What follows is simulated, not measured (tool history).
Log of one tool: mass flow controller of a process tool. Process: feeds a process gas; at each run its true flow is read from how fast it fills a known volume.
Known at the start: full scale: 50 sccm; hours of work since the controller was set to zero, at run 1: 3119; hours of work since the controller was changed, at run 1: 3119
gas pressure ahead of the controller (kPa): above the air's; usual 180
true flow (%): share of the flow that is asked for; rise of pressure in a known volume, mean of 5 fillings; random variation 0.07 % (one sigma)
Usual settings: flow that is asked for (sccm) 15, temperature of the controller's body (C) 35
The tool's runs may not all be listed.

| run | hour | flow that is asked for (sccm) | gas pressure ahead of the controller (kPa) | temperature of the controller's body (C) | hours of work since the controller was set to zero | hours of work since the controller was changed | true flow (%) |
|---|---|---|---|---|---|---|---|
| 1 | 0.0 | 15 | 180 | 35 | 3119 | 3119 | 99.52 |
| 2 | 254.5 | 15 | 180 | 25 | 3304 | 3304 | 100.79 |
| 3 | 594.9 | 15 | 180 | 25 | 3550 | 3550 | 101.13 |
| 4 | 863.1 | 15 | 180 | 25 | 3745 | 3745 | 101.10 |
| 5 | 1083.3 | 15 | 180 | 23 | 3904 | 3904 | 101.44 |
| 6 | 1368.7 | 15 | 180 | 23 | 4111 | 4111 | 101.63 |
| 7 | 1701.0 | 30 | 226 | 35 | 4352 | 4352 | 100.16 |
| 8 | 2217.1 | 7 | 269 | 30 | 4726 | 4726 | 103.85 |
| 9 | 2435.6 | 7 | 269 | 30 | 4884 | 4884 | 104.01 |

Run 10 comes next. What will it give?
| 10 | 2716.5 | 7 | 270 | 30 | 5087 | 5087 | ? |

Run 10 gave true flow (%) 104.34.
Without the tool's hidden state the same run would have given true flow (%) 96.91.
